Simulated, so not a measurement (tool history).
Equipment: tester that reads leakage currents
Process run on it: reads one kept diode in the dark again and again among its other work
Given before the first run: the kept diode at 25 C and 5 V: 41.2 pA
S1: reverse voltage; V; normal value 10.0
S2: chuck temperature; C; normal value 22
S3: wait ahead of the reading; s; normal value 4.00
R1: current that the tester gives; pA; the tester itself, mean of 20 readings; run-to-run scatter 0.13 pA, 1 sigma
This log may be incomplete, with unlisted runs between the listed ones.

run	hour	S1	S2	S3	R1
1	0.0	10.0	22	4.00	38.18
2	41.6	10.0	22	4.00	38.10
3	100.3	10.0	22	4.00	38.59
4	170.9	10.0	22	4.00	38.70
5	222.8	10.0	35	4.00	125.43
6	267.7	10.0	35	4.00	125.55
7	314.7	10.0	35	4.00	124.03
8	375.0	10.0	22	4.00	39.68
9	422.6	10.0	22	0.79	41.73
10	488.0	10.0	22	0.79	42.00
11	543.2	10.0	22	0.79	42.32
12	586.9	10.0	22	4.74	40.49
13	642.1	10.0	22	4.74	40.88
14	679.0	10.0	22	4.74	41.09
15	732.0	10.0	22	1.88	41.79
16	799.2	10.0	22	1.88	42.13
17	840.1	10.0	22	1.88	42.15
18	905.6	10.0	22	4.00	42.23
19	974.1	10.0	22	4.00	42.44
20	1032.5	10.0	22	4.00	42.71
21	1062.5	10.0	25	1.17	54.37
22	1117.9	10.0	25	1.17	54.92
23	1159.1	10.0	25	1.17	55.08
24	1202.1	10.0	35	4.81	142.91
25	1231.4	4.5	35	2.03	106.95
26	1267.7	4.5	35	2.03	107.63
27	1326.4	1.4	25	5.08	29.02
28	1366.7	4.1	36	5.37	110.79
29	1436.7	2.7	36	8.63	94.98
30	1474.6	9.6	21	4.00	48.06
31	1546.7	10.0	22	2.86	53.08
32	1591.9	3.1	32	2.86	69.92
33	1639.6	5.9	50	8.26	384.68
34	1677.9	5.9	50	8.26	380.53
35	1724.7	5.9	44	8.26	234.44
36	1774.1	5.9	44	8.26	232.44
37	1814.4	5.1	34	3.18	97.05
38	1867.3	5.1	28	0.53	51.51
39	1921.1	5.1	28	0.53	51.18

Missing from the log above: 4 entries noted between runs. For each, name the pair of listed runs it sits between and say how the tool's hidden condition differs from the listed run just before to the listed run just after:
Logged between run 17 and run 18: tester calibrated (hour 848.0)
  stray current of the dirty probe card, pA a volt: 0.902 -> 0.97; current scale over the true one, %: 0.64 -> 0.75; true chuck temperature over the reading, C: -1.84 -> -1.96
  difference, measured minus the result without the unlogged condition, R1: +2.72 -> +3.09 pA
Logged between run 23 and run 24: chuck's temperature calibrated (hour 1173.6); tester calibrated, once more (hour 1193.4)
  stray current of the dirty probe card, pA a volt: 1.238 -> 1.275; current scale over the true one, %: 0.81 -> -0.03; true chuck temperature over the reading, C: -2.42 -> 0.06
  difference, measured minus the result without the unlogged condition, R1: +1.94 -> +13.16 pA
Logged between run 37 and run 38: probe card cleaned and baked (hour 1843.8)
  stray current of the dirty probe card, pA a volt: 1.922 -> 0.053; current scale over the true one, %: 0.12 -> 0.13; true chuck temperature over the reading, C: -1.06 -> -1.15
  difference, measured minus the result without the unlogged condition, R1: +1.06 -> -5.42 pA
